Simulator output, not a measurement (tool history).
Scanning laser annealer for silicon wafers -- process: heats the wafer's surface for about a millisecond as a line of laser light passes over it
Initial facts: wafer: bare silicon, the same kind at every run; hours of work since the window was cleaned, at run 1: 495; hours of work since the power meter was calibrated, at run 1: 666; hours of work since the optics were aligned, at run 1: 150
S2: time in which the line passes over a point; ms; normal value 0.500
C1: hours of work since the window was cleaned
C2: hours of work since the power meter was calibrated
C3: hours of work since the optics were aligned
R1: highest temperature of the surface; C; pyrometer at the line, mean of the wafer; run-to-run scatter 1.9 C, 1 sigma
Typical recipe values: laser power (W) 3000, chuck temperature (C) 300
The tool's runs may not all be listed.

run 1 day=0.000 | laser_power_(W)=3000 S2=0.500 chuck_temperature_(C)=300 | C1=495 C2=666 C3=150 | R1=1063
run 2 day=0.812 | laser_power_(W)=3000 S2=0.500 chuck_temperature_(C)=300 | C1=504 C2=674 C3=158 | R1=1069
run 3 day=2.533 | laser_power_(W)=3000 S2=0.500 chuck_temperature_(C)=300 | C1=522 C2=693 C3=177 | R1=1063
run 4 day=3.579 | laser_power_(W)=3000 S2=0.537 chuck_temperature_(C)=300 | C1=534 C2=704 C3=188 | R1=1085
-- day=4.625 window over the wafer cleaned
run 5 day=4.688 | laser_power_(W)=3000 S2=0.537 chuck_temperature_(C)=300 | C1=1 C2=715 C3=199 | R1=1115
run 6 day=5.483 | laser_power_(W)=3000 S2=0.537 chuck_temperature_(C)=300 | C1=9 C2=724 C3=208 | R1=1116
run 7 day=6.796 | laser_power_(W)=3000 S2=0.537 chuck_temperature_(C)=300 | C1=23 C2=738 C3=222 | R1=1115
run 8 day=8.462 | laser_power_(W)=3000 S2=0.500 chuck_temperature_(C)=300 | C1=42 C2=756 C3=240 | R1=1089
run 9 day=10.167 | laser_power_(W)=3000 S2=0.500 chuck_temperature_(C)=300 | C1=60 C2=775 C3=259 | R1=1084
run 10 day=11.429 | laser_power_(W)=3000 S2=0.500 chuck_temperature_(C)=300 | C1=74 C2=788 C3=272 | R1=1086
run 11 day=12.300 | laser_power_(W)=3000 S2=0.500 chuck_temperature_(C)=300 | C1=83 C2=798 C3=282 | R1=1077
run 12 day=13.512 | laser_power_(W)=3000 S2=0.457 chuck_temperature_(C)=300 | C1=96 C2=811 C3=295 | R1=1049
run 13 day=14.867 | laser_power_(W)=3000 S2=0.403 chuck_temperature_(C)=300 | C1=111 C2=826 C3=309 | R1=1004
run 14 day=15.917 | laser_power_(W)=3037 S2=0.403 chuck_temperature_(C)=300 | C1=122 C2=837 C3=321 | R1=1012
run 15 day=17.112 | laser_power_(W)=3000 S2=0.500 chuck_temperature_(C)=300 | C1=135 C2=850 C3=334 | R1=1077
run 16 day=18.088 | laser_power_(W)=3000 S2=0.500 chuck_temperature_(C)=300 | C1=146 C2=860 C3=344 | R1=1075
run 17 day=19.017 | laser_power_(W)=3000 S2=0.500 chuck_temperature_(C)=300 | C1=156 C2=870 C3=354 | R1=1078
run 18 day=20.175 | laser_power_(W)=3000 S2=0.500 chuck_temperature_(C)=300 | C1=168 C2=883 C3=367 | R1=1072
run 19 day=21.742 | laser_power_(W)=3000 S2=0.500 chuck_temperature_(C)=300 | C1=185 C2=900 C3=384 | R1=1074
run 20 day=23.162 | laser_power_(W)=3000 S2=0.500 chuck_temperature_(C)=300 | C1=200 C2=915 C3=399 | R1=1072
run 21 day=24.383 | laser_power_(W)=3000 S2=0.500 chuck_temperature_(C)=300 | C1=214 C2=928 C3=412 | R1=1072
run 22 day=26.017 | laser_power_(W)=2725 S2=0.546 chuck_temperature_(C)=276 | C1=231 C2=946 C3=430 | R1=992
run 23 day=26.717 | laser_power_(W)=2725 S2=0.546 chuck_temperature_(C)=276 | C1=239 C2=954 C3=438 | R1=992
run 24 day=27.996 | laser_power_(W)=2725 S2=0.546 chuck_temperature_(C)=303 | C1=253 C2=968 C3=451 | R1=1014
run 25 day=29.717 | laser_power_(W)=3083 S2=0.589 chuck_temperature_(C)=324 | C1=271 C2=986 C3=470 | R1=1181
run 26 day=30.592 | laser_power_(W)=3083 S2=0.589 chuck_temperature_(C)=324 | C1=281 C2=996 C3=479 | R1=1172
run 27 day=32.088 | laser_power_(W)=3044 S2=0.492 chuck_temperature_(C)=261 | C1=297 C2=1012 C3=496 | R1=1030
run 28 day=33.817 | laser_power_(W)=3044 S2=0.466 chuck_temperature_(C)=261 | C1=316 C2=1030 C3=514 | R1=1011
run 29 day=34.833 | laser_power_(W)=2568 S2=0.565 chuck_temperature_(C)=315 | C1=327 C2=1041 C3=525 | R1=986
run 30 day=36.354 | laser_power_(W)=3000 S2=0.561 chuck_temperature_(C)=318 | C1=343 C2=1058 C3=542 | R1=1119
run 31 day=37.479 | laser_power_(W)=3000 S2=0.557 chuck_temperature_(C)=326 | C1=355 C2=1070 C3=554 | R1=1127
run 32 day=38.279 | laser_power_(W)=3000 S2=0.557 chuck_temperature_(C)=326 | C1=364 C2=1079 C3=563 | R1=1124
run 33 day=39.708 | laser_power_(W)=3000 S2=0.395 chuck_temperature_(C)=300 | C1=379 C2=1094 C3=578 | R1=975
run 34 day=41.000 | laser_power_(W)=3000 S2=0.395 chuck_temperature_(C)=300 | C1=393 C2=1108 C3=592 | R1=972
run 35 day=41.904 | laser_power_(W)=3000 S2=0.395 chuck_temperature_(C)=300 | C1=403 C2=1118 C3=602 | R1=974
run 36 day=43.629 | laser_power_(W)=3000 S2=0.395 chuck_temperature_(C)=300 | C1=422 C2=1137 C3=620 | R1=973
run 37 day=44.967 | laser_power_(W)=3000 S2=0.547 chuck_temperature_(C)=300 | C1=436 C2=1151 C3=635 | R1=1083
run 38 day=46.162 | laser_power_(W)=3000 S2=0.547 chuck_temperature_(C)=300 | C1=449 C2=1164 C3=648 | R1=1081
run 39 day=47.417 | laser_power_(W)=3000 S2=0.547 chuck_temperature_(C)=300 | C1=463 C2=1178 C3=661 | R1=1083
run 40 day=48.321 | laser_power_(W)=2751 S2=0.547 chuck_temperature_(C)=278 | C1=473 C2=1187 C3=671 | R1=983
run 41 day=49.900 | laser_power_(W)=2751 S2=0.547 chuck_temperature_(C)=278 | C1=490 C2=1204 C3=688 | R1=985

What if the next run were any one of these 3? Each begins from the tool's condition after run 41:
run A day=50.900 | laser_power_(W)=3177 S2=0.547 chuck_temperature_(C)=278 | C1=500 C2=1215 C3=699 | R1=?
run B day=50.900 | laser_power_(W)=2771 S2=0.500 chuck_temperature_(C)=300 | C1=500 C2=1215 C3=699 | R1=?
run C day=50.900 | laser_power_(W)=2751 S2=0.547 chuck_temperature_(C)=297 | C1=500 C2=1215 C3=699 | R1=?

run=A R1=1113
run=B R1=979
run=C R1=1000
The same runs, with their run-to-run variation unchanged, on a tool lacking any hidden condition would have given:
run=A R1=1179
run=B R1=1032
run=C R1=1055
